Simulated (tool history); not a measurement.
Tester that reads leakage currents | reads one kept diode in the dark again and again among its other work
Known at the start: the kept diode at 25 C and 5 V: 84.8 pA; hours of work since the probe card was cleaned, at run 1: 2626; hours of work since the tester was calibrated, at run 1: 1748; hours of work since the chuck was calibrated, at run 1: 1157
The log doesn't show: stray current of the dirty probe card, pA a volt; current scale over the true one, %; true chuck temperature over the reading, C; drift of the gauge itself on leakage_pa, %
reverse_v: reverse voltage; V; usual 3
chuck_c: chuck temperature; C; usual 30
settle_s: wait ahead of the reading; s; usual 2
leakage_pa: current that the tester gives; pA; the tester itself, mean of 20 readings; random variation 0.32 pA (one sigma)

run,hour,reverse_v,chuck_c,settle_s,hours of work since the probe card was cleaned,hours of work since the tester was calibrated,hours of work since the chuck was calibrated,leakage_pa
1,0,3,30,2,2626,1748,1157,117.19
2,101.2,3,30,2,2699,1821,1230,117.57
3,182.5,3,30,2,2758,1880,1288,118.86
4,244,3,30,2,2802,1924,1333,118.82
5,304,1.58,30,2,2846,1968,1376,93.16
6,386.5,11.64,30,2,2905,2027,1435,203.02
7,472.3,1.5,22,4.99,2967,2089,1497,48.33
# hour 509.2: chuck's temperature calibrated
8,563,3,54,2.76,3031,2153,39,650.48
9,659,3,54,2.76,3101,2222,108,653.86
10,766,14.52,32,3.5,3178,2300,185,239.05

Hidden state at the last listed run before each entry between runs and at the first one after, where it differs:
Between runs 7 and 8: chuck's temperature calibrated (hour 509.2)
  stray current of the dirty probe card, pA a volt: 0.636 -> 0.65; current scale over the true one, %: 0.34 -> 0.35; true chuck temperature over the reading, C: 1.24 -> 0.04
  measured less the result without the state, leakage_pa: +5.81 -> +5.76 pA

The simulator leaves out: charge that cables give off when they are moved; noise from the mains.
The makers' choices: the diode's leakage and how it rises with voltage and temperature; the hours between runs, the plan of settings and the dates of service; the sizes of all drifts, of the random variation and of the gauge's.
